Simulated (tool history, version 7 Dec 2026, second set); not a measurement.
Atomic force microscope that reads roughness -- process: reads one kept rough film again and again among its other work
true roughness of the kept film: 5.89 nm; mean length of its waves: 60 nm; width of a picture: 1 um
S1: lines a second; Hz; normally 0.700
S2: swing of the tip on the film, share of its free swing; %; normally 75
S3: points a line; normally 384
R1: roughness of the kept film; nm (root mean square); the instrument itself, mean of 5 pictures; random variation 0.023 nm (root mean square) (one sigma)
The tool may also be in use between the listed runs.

run     day     S1  S2   S3     R1
  1   0.000  0.700  75  384  5.524
  2   1.254  0.700  75  294  5.443
  3   2.567  0.529  75  384  5.419
  4   3.975  0.700  87  384  5.215
  5   4.804  0.700  87  384  5.240
      5.758  -- new tip fitted
  6   5.946  0.700  75  384  5.501
  7   6.892  0.700  75  384  5.460
  8   7.888  0.700  75  384  5.355
  9   8.804  0.700  75  384  5.341
 10   9.538  0.700  75  384  5.316
 11  10.883  1.053  86  384  5.084
     11.467  -- new tip fitted
 12  11.642  3.011  79  597  5.165
 13  13.062  2.618  70  727  5.304
 14  14.117  1.229  75  682  5.341
 15  15.112  3.820  62  908  5.198
 16  16.325  0.633  60  669  5.332
     17.225  -- new tip fitted
 17  17.446  3.888  56  410  5.402
 18  18.879  3.888  56  410  5.323
 19  19.596  1.557  75  384  5.277

Each row is a separate what-if for the run after 19, all from the same tool condition, not one after another. Results?
  A  20.654  1.138  75   384   ?
  B  20.654  1.931  75  1020   ?
  C  20.654  0.549  75   758   ?
  D  20.654  0.700  84   355   ?
  E  20.654  1.995  67   713   ?

run     R1
  A  5.214
  B  5.147
  C  5.351
  D  5.211
  E  5.225
Stripped of hidden state, with their random variation kept, the same runs would have yielded:
run     R1
  A  5.462
  B  5.392
  C  5.606
  D  5.458
  E  5.473

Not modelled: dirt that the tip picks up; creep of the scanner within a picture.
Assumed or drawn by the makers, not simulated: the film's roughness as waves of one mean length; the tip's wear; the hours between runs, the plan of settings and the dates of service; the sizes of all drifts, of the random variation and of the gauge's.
